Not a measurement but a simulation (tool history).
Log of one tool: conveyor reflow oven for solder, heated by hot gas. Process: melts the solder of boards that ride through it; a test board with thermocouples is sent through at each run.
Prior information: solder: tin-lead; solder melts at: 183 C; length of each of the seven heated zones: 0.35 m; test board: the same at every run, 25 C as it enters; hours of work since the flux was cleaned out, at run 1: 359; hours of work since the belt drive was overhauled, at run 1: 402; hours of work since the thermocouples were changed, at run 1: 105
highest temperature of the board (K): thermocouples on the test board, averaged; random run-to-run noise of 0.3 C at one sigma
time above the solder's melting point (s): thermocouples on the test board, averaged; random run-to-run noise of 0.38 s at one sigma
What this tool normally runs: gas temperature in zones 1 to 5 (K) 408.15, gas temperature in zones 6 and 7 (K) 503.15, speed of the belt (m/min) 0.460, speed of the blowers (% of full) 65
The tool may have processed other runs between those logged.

| run | hour | gas temperature in zones 1 to 5 (K) | gas temperature in zones 6 and 7 (K) | speed of the belt (m/min) | speed of the blowers (% of full) | hours of work since the flux was cleaned out | hours of work since the belt drive was overhauled | hours of work since the thermocouples were changed | highest temperature of the board (K) | time above the solder's melting point (s) |
|---|---|---|---|---|---|---|---|---|---|---|
| 1 | 0.0 | 408.15 | 503.15 | 0.460 | 65 | 359 | 402 | 105 | 487.05 | 63.9 |
| 2 | 5.4 | 408.15 | 503.15 | 0.460 | 67 | 362 | 404 | 107 | 488.15 | 64.5 |
| 3 | 13.1 | 408.15 | 503.15 | 0.460 | 67 | 365 | 408 | 111 | 487.95 | 65.1 |
| 4 | 21.5 | 408.15 | 503.15 | 0.460 | 67 | 369 | 411 | 114 | 487.35 | 64.8 |
| 5 | 25.9 | 408.15 | 503.15 | 0.460 | 65 | 371 | 413 | 117 | 486.85 | 65.0 |
| 6 | 30.8 | 408.15 | 503.15 | 0.460 | 65 | 373 | 416 | 119 | 486.45 | 64.4 |
| 7 | 39.7 | 408.15 | 503.15 | 0.460 | 65 | 377 | 420 | 123 | 487.35 | 64.1 |
| 8 | 46.0 | 408.15 | 503.15 | 0.460 | 65 | 380 | 423 | 126 | 487.15 | 64.4 |
| 9 | 53.0 | 408.15 | 503.15 | 0.460 | 80 | 383 | 426 | 129 | 491.15 | 69.1 |
| 10 | 61.0 | 407.15 | 503.15 | 0.460 | 80 | 387 | 429 | 133 | 490.25 | 67.7 |
| 11 | 66.6 | 408.15 | 503.15 | 0.460 | 65 | 390 | 432 | 135 | 486.95 | 64.6 |
| 12 | 73.6 | 408.15 | 503.15 | 0.460 | 65 | 393 | 435 | 138 | 487.05 | 63.9 |
| 13 | 78.6 | 408.15 | 503.15 | 0.460 | 65 | 395 | 437 | 141 | 486.75 | 64.2 |
| 14 | 86.9 | 408.15 | 503.15 | 0.460 | 65 | 399 | 441 | 144 | 486.95 | 63.2 |
|  | 100.7 | flux residue cleaned out of gas plates and filters |
| 15 | 101.5 | 419.15 | 503.15 | 0.460 | 65 | 0 | 446 | 149 | 488.95 | 71.0 |
| 16 | 108.1 | 414.15 | 515.15 | 0.460 | 81 | 3 | 449 | 152 | 502.65 | 80.2 |
| 17 | 114.5 | 400.15 | 503.15 | 0.460 | 51 | 6 | 452 | 155 | 480.65 | 52.0 |
| 18 | 123.9 | 419.15 | 503.15 | 0.438 | 51 | 11 | 456 | 159 | 485.75 | 71.1 |
| 19 | 130.0 | 403.15 | 510.15 | 0.498 | 85 | 13 | 459 | 162 | 494.95 | 64.1 |
| 20 | 136.7 | 398.15 | 504.15 | 0.460 | 65 | 16 | 462 | 165 | 486.35 | 59.2 |
| 21 | 142.8 | 418.15 | 503.15 | 0.460 | 87 | 19 | 464 | 168 | 493.45 | 74.7 |
| 22 | 152.4 | 418.15 | 503.15 | 0.460 | 87 | 24 | 469 | 172 | 493.15 | 75.6 |
| 23 | 159.0 | 418.15 | 504.15 | 0.538 | 85 | 27 | 472 | 175 | 489.75 | 60.3 |
| 24 | 165.7 | 418.15 | 510.15 | 0.538 | 53 | 30 | 475 | 178 | 485.15 | 55.0 |
| 25 | 172.6 | 417.15 | 510.15 | 0.538 | 84 | 33 | 478 | 181 | 494.35 | 64.1 |
| 26 | 182.0 | 417.15 | 510.15 | 0.538 | 84 | 37 | 482 | 186 | 494.45 | 64.2 |
| 27 | 190.3 | 413.15 | 516.15 | 0.445 | 84 | 41 | 486 | 189 | 504.95 | 83.4 |
| 28 | 197.8 | 408.15 | 515.15 | 0.376 | 65 | 44 | 490 | 193 | 504.15 | 95.5 |
| 29 | 204.0 | 408.15 | 503.15 | 0.460 | 63 | 47 | 492 | 196 | 486.65 | 63.4 |
| 30 | 211.2 | 408.15 | 503.15 | 0.460 | 61 | 50 | 496 | 199 | 486.05 | 62.0 |

Consider 4 possible next runs. They are alternatives, not a sequence: every one starts from the tool as it was left by run 30. What does each give?
| A | 215.9 | 411.15 | 514.15 | 0.476 | 61 | 53 | 498 | 201 | ? | ? |
| B | 215.9 | 407.15 | 516.15 | 0.373 | 65 | 53 | 498 | 201 | ? | ? |
| C | 215.9 | 404.15 | 510.15 | 0.460 | 61 | 53 | 498 | 201 | ? | ? |
| D | 215.9 | 408.15 | 496.15 | 0.386 | 61 | 53 | 498 | 201 | ? | ? |

| run | highest temperature of the board (K) | time above the solder's melting point (s) |
|---|---|---|
| A | 494.85 | 68.8 |
| B | 504.65 | 96.7 |
| C | 491.05 | 66.3 |
| D | 484.75 | 75.6 |
Stripped of hidden state, with their random variation kept, the same runs would have yielded:
| run | highest temperature of the board (K) | time above the solder's melting point (s) |
|---|---|---|
| A | 494.85 | 68.8 |
| B | 504.65 | 96.7 |
| C | 491.05 | 66.3 |
| D | 484.75 | 75.6 |

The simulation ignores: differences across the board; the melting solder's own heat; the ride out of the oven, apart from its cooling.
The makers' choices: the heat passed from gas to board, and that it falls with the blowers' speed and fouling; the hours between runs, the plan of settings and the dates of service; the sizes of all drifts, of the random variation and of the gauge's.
